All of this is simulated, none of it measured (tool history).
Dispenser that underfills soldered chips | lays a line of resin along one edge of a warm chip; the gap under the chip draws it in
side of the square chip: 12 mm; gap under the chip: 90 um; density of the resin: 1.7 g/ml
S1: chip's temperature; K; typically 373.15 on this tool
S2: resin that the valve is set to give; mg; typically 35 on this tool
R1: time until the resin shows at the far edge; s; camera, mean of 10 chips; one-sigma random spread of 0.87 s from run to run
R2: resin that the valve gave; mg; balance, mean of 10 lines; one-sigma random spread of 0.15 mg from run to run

run	day	S1	S2	R1	R2
1	0	373.15	35	102.5	34.11
# day 0.225: new syringe of resin
2	0.608	373.15	35	117.8	33.66
# day 0.721: new syringe of resin
3	1.138	372.15	35	128.6	33.53
# day 1.217: new syringe of resin
4	1.646	373.15	31.7	127.3	30.23
# day 1.721: new syringe of resin
5	2.012	373.15	31.7	112.4	30.22
# day 2.225: new syringe of resin
6	2.562	373.15	31.7	116.1	29.81

Run 7, settings as shown, results not yet in. Your forecast:
# day 2.725: new syringe of resin
7	3.133	373.15	31.7	?	?

Run 7 came out at R1 124.3 s, R2 29.55 mg.
Had the tool carried no hidden state, the very same run would have given R1 82.3 s, R2 31.62 mg.
